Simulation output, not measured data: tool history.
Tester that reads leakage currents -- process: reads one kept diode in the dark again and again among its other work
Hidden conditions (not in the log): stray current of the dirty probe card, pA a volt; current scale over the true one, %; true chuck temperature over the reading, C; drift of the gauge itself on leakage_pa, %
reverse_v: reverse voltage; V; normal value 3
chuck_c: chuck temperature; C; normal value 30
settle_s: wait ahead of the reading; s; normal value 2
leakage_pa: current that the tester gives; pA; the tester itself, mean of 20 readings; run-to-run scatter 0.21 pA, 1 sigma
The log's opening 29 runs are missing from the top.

run,hour,reverse_v,chuck_c,settle_s,hours of work since the probe card was cleaned,hours of work since the tester was calibrated,hours of work since the chuck was calibrated,leakage_pa
30,1472.7,3,30,3.79,728,2651,912,80.92
31,1541.5,3,30,3.79,779,2702,963,80.65
32,1608.8,10.12,50,8.43,828,2752,1013,678.95
33,1650.8,16.81,50,1.48,859,2783,1044,914.9
34,1706.8,4.38,53,2,901,2824,1085,511.33
35,1771.1,3,30,4.06,948,2872,1133,83.93
36,1830.7,2.98,25,9.21,992,2916,1177,57.87
37,1887.4,2.98,25,9.21,1034,2957,1218,58.65
38,1960.9,2.98,25,9.21,1088,3012,1273,59.34
39,2032.7,1.17,25,9.21,1141,3065,1326,33.64

Predict each of these 4 candidate next runs independently; none follows another, all start after run 39:
A,2073.4,1.17,27,4.35,1171,3095,1356,?
B,2073.4,1.17,31,9.21,1171,3095,1356,?
C,2073.4,4.02,25,4.24,1171,3095,1356,?
D,2073.4,2.26,47,1.18,1171,3095,1356,?

run,leakage_pa
A,39.61
B,52.98
C,71.77
D,239.58
Without the tool's hidden state the same runs would have given:
run,leakage_pa
A,32.08
B,43.6
C,55.58
D,204.09
